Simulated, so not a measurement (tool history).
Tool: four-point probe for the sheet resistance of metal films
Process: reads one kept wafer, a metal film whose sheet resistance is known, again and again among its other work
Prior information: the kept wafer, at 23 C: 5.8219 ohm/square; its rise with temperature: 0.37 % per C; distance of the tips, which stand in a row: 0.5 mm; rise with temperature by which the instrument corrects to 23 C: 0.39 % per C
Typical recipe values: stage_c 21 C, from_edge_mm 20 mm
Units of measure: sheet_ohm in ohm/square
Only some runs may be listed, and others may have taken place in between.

run,hour,stage_c,from_edge_mm,sheet_ohm
1,0,21,20,5.767752
2,47.9,21,20,5.7661
3,88.2,28,20,5.755164
4,125.6,28,20,5.752944
5,181.6,21,20,5.759533
6,265.1,21,20,5.758002
7,316.7,34,20,5.738794
8,382.6,20,6,5.776948
9,422.3,21,4,5.799192
10,491.7,23,17,5.749735
11,527,23,17,5.746503

Alternative continuations, all from the tool just after run 11; predict every row:
A,597.6,29,10,?
B,597.6,31,42,?
C,597.6,30,4,?

run,sheet_ohm
A,5.74132
B,5.732766
C,5.780833
Without the tool's unlogged condition, the same runs would have read:
run,sheet_ohm
A,5.822356
B,5.813668
C,5.862374
